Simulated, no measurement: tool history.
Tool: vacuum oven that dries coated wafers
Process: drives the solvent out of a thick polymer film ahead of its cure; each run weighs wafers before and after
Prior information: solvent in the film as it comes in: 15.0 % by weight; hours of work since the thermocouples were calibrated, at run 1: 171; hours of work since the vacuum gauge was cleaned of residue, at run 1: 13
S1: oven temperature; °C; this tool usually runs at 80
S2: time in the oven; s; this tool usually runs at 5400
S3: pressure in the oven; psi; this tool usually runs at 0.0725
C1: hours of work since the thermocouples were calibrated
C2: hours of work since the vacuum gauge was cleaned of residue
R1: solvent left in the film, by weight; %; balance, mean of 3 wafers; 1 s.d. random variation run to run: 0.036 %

run,hour,S1,S2,S3,C1,C2,R1
1,0,80,5400,0.0725,171,13,0.95
2,59.2,94,5400,0.0725,197,39,0.28
3,88.1,94,5400,0.0725,209,52,0.35
4,147.5,94,5400,0.0725,236,78,0.33
5,181.5,80,5400,0.0725,251,93,0.94
6,231.1,89,5400,0.0725,272,115,0.37
7,268.4,80,5400,0.1755,289,132,1.65
8,334.3,80,5400,0.1755,318,161,1.72
9,385.5,80,5400,0.1755,340,183,1.69
10,440.4,80,5400,0.1755,364,207,1.68
11,506.1,80,5400,0.0904,393,236,1.11
12,562.2,91,5400,0.1513,418,261,0.75
13,596.6,85,4320,0.0451,433,276,0.67
14,644.1,77,8640,0.1115,454,297,1.07
15,700.1,77,8640,0.1115,479,322,1.1
16,755.5,83,5400,0.2857,503,346,2.03
17,812.2,83,5400,0.2857,528,371,1.99
18,850,91,4200,0.125,545,387,0.68
19,877.3,91,4200,0.125,557,400,0.67
20,913.6,85,5520,0.1291,573,415,1.03
21,965.1,85,5520,0.1291,595,438,0.96
22,1016.6,85,5520,0.1291,618,461,0.92

Selected run-to-run steps in R1, each split into two signed amounts: the part the tool would show with no hidden state at all (from settings, incoming material and random variation), and the remainder, which goes to the hidden state together with any gauge scatter not common to the measured and the hidden-state-free results:
Hidden state present: true wafer temperature over the reading, C; true pressure over the reading, kPa; drift of the gauge itself on solvent_pct, %.
Run 4 -> 5: S1 94 -> 80. R1 +0.61 %: hidden state -0.13, all else +0.74.
Run 6 -> 7: S1 89 -> 80, S3 0.0725 -> 0.1755. R1 +1.28 %: hidden state -0.15, all else +1.43.
Run 17 -> 18: S1 83 -> 91, S2 5400 -> 4200, S3 0.2857 -> 0.125. R1 -1.31 %: hidden state +0.11, all else -1.42.

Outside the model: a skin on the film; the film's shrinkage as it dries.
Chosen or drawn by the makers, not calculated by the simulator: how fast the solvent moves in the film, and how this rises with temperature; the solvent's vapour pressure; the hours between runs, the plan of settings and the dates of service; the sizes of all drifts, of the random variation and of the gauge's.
